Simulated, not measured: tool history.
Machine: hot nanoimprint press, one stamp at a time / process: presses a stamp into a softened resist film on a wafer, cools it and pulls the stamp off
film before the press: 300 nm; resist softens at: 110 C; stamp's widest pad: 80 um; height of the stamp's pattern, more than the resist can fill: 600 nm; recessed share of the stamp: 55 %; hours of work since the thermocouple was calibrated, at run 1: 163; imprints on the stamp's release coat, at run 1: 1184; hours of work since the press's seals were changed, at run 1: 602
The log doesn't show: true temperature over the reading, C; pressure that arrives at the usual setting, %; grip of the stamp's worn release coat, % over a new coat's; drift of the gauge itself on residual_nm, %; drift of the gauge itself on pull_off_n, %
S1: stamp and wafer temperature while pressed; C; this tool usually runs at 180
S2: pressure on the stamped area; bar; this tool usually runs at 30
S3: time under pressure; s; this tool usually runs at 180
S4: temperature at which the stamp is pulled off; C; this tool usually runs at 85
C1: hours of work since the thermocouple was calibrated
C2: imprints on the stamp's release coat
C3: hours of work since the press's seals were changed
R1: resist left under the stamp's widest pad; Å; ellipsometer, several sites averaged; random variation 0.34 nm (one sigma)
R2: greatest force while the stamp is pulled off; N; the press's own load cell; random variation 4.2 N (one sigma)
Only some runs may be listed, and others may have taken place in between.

run	hour	S1	S2	S3	S4	C1	C2	C3	R1	R2
1	0	180	30	180	85	163	1184	602	1598	275
# hour 21.2: stamp cleaned and given a new release coat
2	22.7	180	30	180	85	171	2	610	1596	195
3	48	180	30	191	85	185	46	624	1567	202
4	65.9	180	30	191	85	194	77	633	1564	199
5	92.1	180	30	180	85	208	122	647	1591	211
6	126.3	169	30	180	85	226	181	665	2126	212
7	142	169	30	180	85	234	208	673	2117	212
8	170.5	169	30	180	85	249	257	688	2123	216
9	189.4	169	30	180	85	259	289	698	2111	216
10	205.3	169	30	180	85	267	316	706	2116	219
11	239	182	30	180	85	285	375	723	1503	221
12	254	180	30	180	86	292	400	731	1590	218
13	277.8	180	30	165	85	305	441	744	1634	220
14	312	180	30	165	85	323	500	762	1635	234
# hour 318.3: plate thermocouple calibrated
15	330.6	180	44.6	150	85	6	527	770	1409	236
16	351.8	169	43.2	180	85	18	563	781	1851	228
17	368.7	180	30	339	73	26	592	790	1277	311
# hour 382.5: plate thermocouple calibrated, once more
18	401.4	168	18.1	357	80	10	644	805	2199	269
19	423	169	24.8	98	86	21	681	817	2529	234
20	439.1	180	47.2	180	85	30	709	825	1324	251
21	465.1	180	47.2	180	85	43	753	839	1323	246
22	491.5	183	47.2	180	91	57	799	852	1209	219
23	523.5	183	47.2	180	91	74	854	869	1210	207
24	552.8	180	20.6	180	85	89	904	884	1897	249
25	577.4	180	20.6	180	85	102	947	897	1899	263
26	598.9	180	45.5	180	90	113	984	908	1346	230
# hour 611.4: press's hydraulic seals changed and the load cell set to zero
27	631.6	180	47.4	309	85	126	1026	11	1032	265
28	653.5	182	30	180	85	138	1064	22	1496	260

What if the next run were any one of these 3? Each begins from the tool's condition after run 28:
A	687.7	188	30	111	90	155	1123	40	?	?
B	687.7	182	19.8	281	85	155	1123	40	?	?
C	687.7	180	20.9	119	89	155	1123	40	?	?

run	R1	R2
A	1504	229
B	1577	272
C	2071	245
With no hidden state in the tool, these same runs would have given:
run	R1	R2
A	1521	176
B	1594	208
C	2088	188

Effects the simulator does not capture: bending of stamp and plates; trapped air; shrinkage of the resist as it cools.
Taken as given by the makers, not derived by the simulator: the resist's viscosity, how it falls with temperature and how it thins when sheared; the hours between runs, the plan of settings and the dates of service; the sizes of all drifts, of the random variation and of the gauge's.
